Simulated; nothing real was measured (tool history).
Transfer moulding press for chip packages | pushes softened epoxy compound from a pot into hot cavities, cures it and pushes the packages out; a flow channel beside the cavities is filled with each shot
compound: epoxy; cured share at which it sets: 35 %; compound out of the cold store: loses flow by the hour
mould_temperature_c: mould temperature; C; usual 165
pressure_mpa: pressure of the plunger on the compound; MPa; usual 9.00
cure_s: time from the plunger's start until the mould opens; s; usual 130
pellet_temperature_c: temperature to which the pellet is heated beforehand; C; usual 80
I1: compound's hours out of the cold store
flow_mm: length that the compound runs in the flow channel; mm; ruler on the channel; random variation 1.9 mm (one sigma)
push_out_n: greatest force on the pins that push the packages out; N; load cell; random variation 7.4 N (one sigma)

Run 1, hour 0.0: usual settings; I1 43.9. Result: flow_mm 595 mm, push_out_n 379 N.
Run 2, hour 35.2: usual settings; I1 15.4. Result: flow_mm 639 mm, push_out_n 464 N.
Run 3, hour 58.4: usual settings; I1 22.5. Result: flow_mm 625 mm, push_out_n 500 N.
At hour 93.7: cavities cleaned with cleaning compound and waxed.
Run 4, hour 107.4: usual settings; I1 22.6. Result: flow_mm 624 mm, push_out_n 349 N.
Run 5, hour 146.7: usual settings; I1 13.8. Result: flow_mm 635 mm, push_out_n 462 N.
Run 6, hour 193.9: usual settings; I1 17.5. Result: flow_mm 629 mm, push_out_n 530 N.
At hour 212.0: cavities cleaned with cleaning compound and waxed.
At hour 227.6: plunger's sealing rings changed.
Run 7, hour 227.6: usual settings but pellet_temperature_c 83 C; I1 33.0. Result: flow_mm 625 mm, push_out_n 350 N.
Run 8, hour 271.1: usual settings but pellet_temperature_c 83 C; I1 10.2. Result: flow_mm 662 mm, push_out_n 470 N.
Run 9, hour 301.6: usual settings but mould_temperature_c 168 C, pressure_mpa 7.58 MPa, cure_s 118 s, pellet_temperature_c 86 C; I1 33.1. Result: flow_mm 563 mm, push_out_n 485 N.
At hour 329.5: cavities cleaned with cleaning compound and waxed.
Run 10, hour 345.9: usual settings but mould_temperature_c 171 C, pressure_mpa 7.58 MPa, cure_s 118 s, pellet_temperature_c 76 C; I1 30.6. Result: flow_mm 554 mm, push_out_n 342 N.
Run 11, hour 385.5: usual settings but mould_temperature_c 162 C, pressure_mpa 7.06 MPa, cure_s 140 s; I1 20.3. Result: flow_mm 575 mm, push_out_n 459 N.
Run 12, hour 407.9: usual settings but mould_temperature_c 172 C, pressure_mpa 10.73 MPa, cure_s 163 s, pellet_temperature_c 77 C; I1 19.9. Result: flow_mm 673 mm, push_out_n 464 N.
Run 13, hour 441.5: usual settings but mould_temperature_c 157 C, pressure_mpa 10.73 MPa, cure_s 137 s, pellet_temperature_c 85 C; I1 29.2. Result: flow_mm 719 mm, push_out_n 712 N.
At hour 447.0: cavities cleaned with cleaning compound and waxed.
Run 14, hour 472.9: usual settings but mould_temperature_c 157 C, pressure_mpa 10.73 MPa, cure_s 137 s, pellet_temperature_c 85 C; I1 27.1. Result: flow_mm 719 mm, push_out_n 534 N.
Run 15, hour 518.8: usual settings but mould_temperature_c 157 C, pressure_mpa 10.73 MPa, cure_s 137 s, pellet_temperature_c 85 C; I1 33.1. Result: flow_mm 706 mm, push_out_n 626 N.
Run 16, hour 546.9: usual settings but mould_temperature_c 163 C, pressure_mpa 7.33 MPa, cure_s 148 s; I1 33.4. Result: flow_mm 557 mm, push_out_n 508 N.

Forecast each of these 4 alternatives for the next run:
At hour 562.3: cavities cleaned with cleaning compound and waxed.
Run A, hour 591.6: usual settings but mould_temperature_c 169 C, pressure_mpa 8.95 MPa, cure_s 148 s, pellet_temperature_c 84 C; I1 24.3. Result: flow_mm ?, push_out_n ?.
At hour 562.3: cavities cleaned with cleaning compound and waxed.
Run B, hour 591.6: usual settings but cure_s 121 s, pellet_temperature_c 86 C; I1 19.6. Result: flow_mm ?, push_out_n ?.
At hour 562.3: cavities cleaned with cleaning compound and waxed.
Run C, hour 591.6: usual settings but pressure_mpa 8.89 MPa; I1 31.8. Result: flow_mm ?, push_out_n ?.
At hour 562.3: cavities cleaned with cleaning compound and waxed.
Run D, hour 591.6: usual settings but mould_temperature_c 163 C, pressure_mpa 7.33 MPa, cure_s 148 s, pellet_temperature_c 83 C; I1 44.0. Result: flow_mm ?, push_out_n ?.

run  flow_mm  push_out_n
  A      609         375
  B      631         411
  C      606         393
  D      545         388
Without the tool's hidden state the same runs would have given:
run  flow_mm  push_out_n
  A      627         285
  B      650         320
  C      624         302
  D      561         298
